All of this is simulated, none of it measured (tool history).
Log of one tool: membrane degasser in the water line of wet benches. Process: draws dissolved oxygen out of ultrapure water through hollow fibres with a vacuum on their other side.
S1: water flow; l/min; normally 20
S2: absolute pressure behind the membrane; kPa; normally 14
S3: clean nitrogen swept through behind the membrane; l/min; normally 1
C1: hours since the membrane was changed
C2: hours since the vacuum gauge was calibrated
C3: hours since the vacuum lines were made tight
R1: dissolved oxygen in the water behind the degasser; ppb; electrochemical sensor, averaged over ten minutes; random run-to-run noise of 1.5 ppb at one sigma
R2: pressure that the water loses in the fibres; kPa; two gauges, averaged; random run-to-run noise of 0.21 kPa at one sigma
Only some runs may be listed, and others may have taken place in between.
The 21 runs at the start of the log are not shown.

Run 22, hour 2364.6: usual settings but S1 21 l/min, S2 26.7 kPa, S3 2.15 l/min; C1 5876; C2 2332; C3 1363. Result: R1 514 ppb, R2 50.54 kPa.
Run 23, hour 2473.6: usual settings but S1 21 l/min, S2 26.7 kPa, S3 2.15 l/min; C1 5985; C2 2441; C3 1472. Result: R1 516.2 ppb, R2 50.31 kPa.
Run 24, hour 2597.2: usual settings but S1 13 l/min, S3 1.51 l/min; C1 6108; C2 2564; C3 1596. Result: R1 217 ppb, R2 31.02 kPa.
Run 25, hour 2692.6: usual settings but S1 16 l/min, S2 15.3 kPa, S3 0.47 l/min; C1 6204; C2 2660; C3 1691. Result: R1 782.7 ppb, R2 38.38 kPa.
Run 26, hour 2772: usual settings but S3 1.25 l/min; C1 6283; C2 2739; C3 1771. Result: R1 380.5 ppb, R2 48.03 kPa.
Run 27, hour 2845.3: usual settings but S2 24 kPa; C1 6356; C2 2812; C3 1844. Result: R1 842.1 ppb, R2 48.27 kPa.
Run 28, hour 2945.9: usual settings but S2 24 kPa; C1 6457; C2 2913; C3 1945. Result: R1 847.9 ppb, R2 48.03 kPa.
Run 29, hour 3058.6: usual settings but S2 24 kPa; C1 6570; C2 3026; C3 2057. Result: R1 846.7 ppb, R2 47.91 kPa.
Run 30, hour 3183.7: usual settings but S3 1.18 l/min; C1 6695; C2 3151; C3 2182. Result: R1 398.8 ppb, R2 48.06 kPa.
Run 31, hour 3247.9: usual settings but S3 1.18 l/min; C1 6759; C2 3215; C3 2247. Result: R1 398.6 ppb, R2 48.3 kPa.
Run 32, hour 3324.2: usual settings but S1 27 l/min, S2 19.2 kPa, S3 0.77 l/min; C1 6835; C2 3291; C3 2323. Result: R1 1034.8 ppb, R2 65.03 kPa.

Consider 4 possible next runs. They are alternatives, not a sequence: every one starts from the tool as it was left by run 32. What does each give?
Run A, hour 3454.7: usual settings but S1 25 l/min, S2 8.4 kPa, S3 0.88 l/min; C1 6966; C2 3422; C3 2453. Result: R1 ?, R2 ?.
Run B, hour 3454.7: usual settings but S1 12 l/min, S2 19.2 kPa, S3 0.77 l/min; C1 6966; C2 3422; C3 2453. Result: R1 ?, R2 ?.
Run C, hour 3454.7: usual settings but S1 28 l/min, S2 20.1 kPa, S3 0.45 l/min; C1 6966; C2 3422; C3 2453. Result: R1 ?, R2 ?.
Run D, hour 3454.7: usual settings but S1 24 l/min, S2 17.2 kPa, S3 1.04 l/min; C1 6966; C2 3422; C3 2453. Result: R1 ?, R2 ?.

run      R1     R2
  A   309.5  60.22
  B   538.1  28.86
  C  1622.5  67.41
  D     661  57.96
With the hidden condition removed and each run's random variation left untouched, the same runs would have given:
run      R1     R2
  A   309.2   60.1
  B   537.9  28.81
  C  1622.2  67.28
  D   660.8  57.85
